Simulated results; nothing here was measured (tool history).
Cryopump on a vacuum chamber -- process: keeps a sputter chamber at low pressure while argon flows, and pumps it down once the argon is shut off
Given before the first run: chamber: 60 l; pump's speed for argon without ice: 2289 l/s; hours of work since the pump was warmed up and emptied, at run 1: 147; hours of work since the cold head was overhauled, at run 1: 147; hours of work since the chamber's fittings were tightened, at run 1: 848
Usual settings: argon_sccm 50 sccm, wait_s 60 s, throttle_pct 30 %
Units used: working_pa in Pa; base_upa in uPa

run,hour,argon_sccm,wait_s,throttle_pct,hours of work since the pump was warmed up and emptied,hours of work since the cold head was overhauled,hours of work since the chamber's fittings were tightened,working_pa,base_upa
1,0.0,50,60,30,147,147,848,0.1255,1.22
2,22.8,24,60,30,157,157,858,0.0604,1.21
3,42.8,50,33,30,166,166,867,0.1254,1.97
4,71.2,50,33,30,179,179,880,0.1263,1.94
5,93.8,50,60,52,189,189,890,0.0736,1.23
6,108.6,50,60,52,196,196,897,0.0738,1.21
7,120.1,50,60,23,201,201,902,0.1632,1.20
8,146.4,83,199,21,213,213,914,0.2993,0.55
9,169.8,75,157,35,223,223,924,0.1634,0.59
10,181.4,58,26,18,229,229,930,0.2434,2.43

Had the tool no unlogged condition, and each run kept its random variation, what would the results have been?
The tool's hidden condition here consists of: pump's speed, % of a pump's without ice; cold plate's temperature, K; leak into the chamber, uPa l/s; drift of the gauge itself on working_pa, %; drift of the gauge itself on base_upa, %.
run,working_pa,base_upa
1,0.1230,1.08
2,0.0592,1.08
3,0.1227,1.83
4,0.1234,1.80
5,0.0705,1.08
6,0.0705,1.07
7,0.1599,1.05
8,0.2934,0.40
9,0.1578,0.44
10,0.2390,2.28
